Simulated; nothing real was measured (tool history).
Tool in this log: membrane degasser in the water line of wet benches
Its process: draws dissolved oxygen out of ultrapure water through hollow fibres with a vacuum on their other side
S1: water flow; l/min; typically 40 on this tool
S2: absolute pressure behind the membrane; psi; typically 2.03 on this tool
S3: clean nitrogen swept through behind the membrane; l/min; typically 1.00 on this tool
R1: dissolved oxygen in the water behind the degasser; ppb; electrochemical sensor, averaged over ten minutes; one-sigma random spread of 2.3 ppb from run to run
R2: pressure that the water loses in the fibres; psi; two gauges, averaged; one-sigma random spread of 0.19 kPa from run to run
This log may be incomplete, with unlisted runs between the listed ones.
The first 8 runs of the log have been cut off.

run    hour  S1    S2    S3      R1     R2
      326.1  -- vacuum gauge calibrated, once more
  9   326.1  40  2.57  1.00  1071.3  5.590
 10   385.2  40  2.57  1.00  1078.7  5.598
 11   430.4  40  2.57  1.00  1076.9  5.607
 12   462.0  40  2.57  1.00  1075.0  5.601
 13   497.1  40  2.03  0.91   890.4  5.558
 14   551.5  40  2.03  1.54   608.3  5.559
 15   607.7  40  1.55  1.54   444.6  5.529
      634.3  -- seals of the vacuum lines changed
 16   666.6  40  1.55  1.54   439.7  5.580
 17   712.3  40  1.55  1.54   438.9  5.561
 18   753.5  59  1.78  0.48  1475.5  8.221
 19   790.3  59  1.78  0.48  1475.9  8.280
 20   816.4  45  2.03  1.00   916.7  6.363
 21   848.8  45  2.03  1.00   917.3  6.273
 22   906.3  36  2.68  1.00  1032.3  5.026
 23   948.7  35  2.13  1.47   591.1  4.853
 24  1010.5  35  2.13  1.47   590.5  4.862
 25  1042.5  54  3.22  1.35  1374.7  7.512
 26  1076.5  54  3.22  1.35  1375.9  7.462
 27  1139.1  54  1.74  2.46   471.5  7.578
 28  1170.2  54  1.74  2.46   473.8  7.559

What does the tool deliver on the next run?
 29  1214.2  34  3.39  0.47   ?   ?

{"run 29": {"R1": 2068.5, "R2": 4.756}}
Take away the tool's hidden state, keep the run-to-run variation as it was, and the same run would have given R1 2063.7 ppb, R2 4.708 psi.
